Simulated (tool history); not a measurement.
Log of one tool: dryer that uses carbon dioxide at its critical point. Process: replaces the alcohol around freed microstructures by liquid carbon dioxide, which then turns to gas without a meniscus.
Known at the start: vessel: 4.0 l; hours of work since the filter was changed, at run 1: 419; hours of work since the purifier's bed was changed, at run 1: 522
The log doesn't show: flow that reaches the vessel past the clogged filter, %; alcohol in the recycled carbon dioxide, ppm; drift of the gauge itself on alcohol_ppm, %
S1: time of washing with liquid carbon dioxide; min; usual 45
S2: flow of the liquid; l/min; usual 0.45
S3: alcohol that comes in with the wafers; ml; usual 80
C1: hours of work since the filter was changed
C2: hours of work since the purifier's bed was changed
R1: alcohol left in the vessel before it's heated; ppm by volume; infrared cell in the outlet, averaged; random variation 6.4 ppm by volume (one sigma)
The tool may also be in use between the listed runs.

| run | day | S1 | S2 | S3 | C1 | C2 | R1 |
|---|---|---|---|---|---|---|---|
| 1 | 0 | 45 | 0.45 | 80 | 419 | 522 | 420 |
| 2 | 0.958 | 45 | 0.45 | 80 | 433 | 536 | 437 |
| 3 | 1.792 | 45 | 0.296 | 80 | 445 | 548 | 1550 |
| 4 | 2.683 | 45 | 0.296 | 80 | 458 | 561 | 1557 |
| 5 | 3.204 | 45 | 0.45 | 84 | 466 | 569 | 465 |
| 6 | 3.804 | 42 | 0.45 | 80 | 474 | 578 | 553 |
| 7 | 4.362 | 42 | 0.548 | 80 | 483 | 586 | 295 |
| 8 | 5.212 | 42 | 0.548 | 80 | 495 | 598 | 288 |
| 9 | 5.938 | 42 | 0.548 | 80 | 506 | 609 | 301 |
| 10 | 6.567 | 45 | 0.45 | 80 | 515 | 618 | 458 |
| 11 | 7.642 | 40 | 0.45 | 80 | 530 | 634 | 672 |
| 12 | 8.525 | 45 | 0.45 | 80 | 543 | 647 | 469 |
|  | 9.346 | inlet filter changed |
| 13 | 9.4 | 38 | 0.45 | 80 | 1 | 659 | 635 |
| 14 | 9.888 | 38 | 0.45 | 80 | 8 | 666 | 648 |
| 15 | 10.833 | 38 | 0.45 | 80 | 22 | 680 | 633 |
| 16 | 11.354 | 38 | 0.45 | 80 | 29 | 687 | 660 |
| 17 | 12.275 | 45 | 0.45 | 21 | 43 | 701 | 204 |
| 18 | 12.912 | 45 | 0.45 | 21 | 52 | 710 | 202 |
| 19 | 13.75 | 71 | 0.45 | 21 | 64 | 722 | 135 |
| 20 | 14.471 | 45 | 0.45 | 74 | 75 | 733 | 386 |
| 21 | 15.279 | 45 | 0.45 | 29 | 87 | 745 | 235 |
| 22 | 16.362 | 45 | 0.45 | 29 | 103 | 760 | 239 |
| 23 | 17.371 | 45 | 0.45 | 38 | 117 | 775 | 281 |
| 24 | 17.962 | 45 | 0.45 | 38 | 126 | 784 | 280 |
| 25 | 18.471 | 45 | 0.45 | 38 | 133 | 791 | 271 |
| 26 | 19.342 | 45 | 0.45 | 38 | 146 | 804 | 273 |
| 27 | 20.029 | 29 | 0.34 | 67 | 156 | 814 | 2343 |
| 28 | 20.85 | 58 | 0.34 | 117 | 168 | 826 | 664 |
| 29 | 21.633 | 58 | 0.34 | 117 | 179 | 837 | 662 |
| 30 | 22.204 | 53 | 0.362 | 66 | 188 | 846 | 468 |
| 31 | 23.121 | 35 | 0.395 | 65 | 201 | 859 | 1080 |
| 32 | 23.604 | 35 | 0.395 | 35 | 208 | 866 | 660 |
| 33 | 24.079 | 45 | 0.657 | 80 | 215 | 873 | 203 |
| 34 | 24.746 | 31 | 0.545 | 57 | 225 | 883 | 564 |
| 35 | 25.354 | 53 | 0.276 | 57 | 234 | 892 | 908 |
| 36 | 25.988 | 45 | 0.378 | 31 | 243 | 901 | 400 |
| 37 | 26.783 | 45 | 0.45 | 24 | 255 | 913 | 254 |

Forecast run 38:
| 38 | 27.854 | 34 | 0.301 | 80 | 270 | 928 | ? |

R1: 2744 ppm by volume
Without the tool's hidden state the same run would have given R1 2397 ppm by volume.

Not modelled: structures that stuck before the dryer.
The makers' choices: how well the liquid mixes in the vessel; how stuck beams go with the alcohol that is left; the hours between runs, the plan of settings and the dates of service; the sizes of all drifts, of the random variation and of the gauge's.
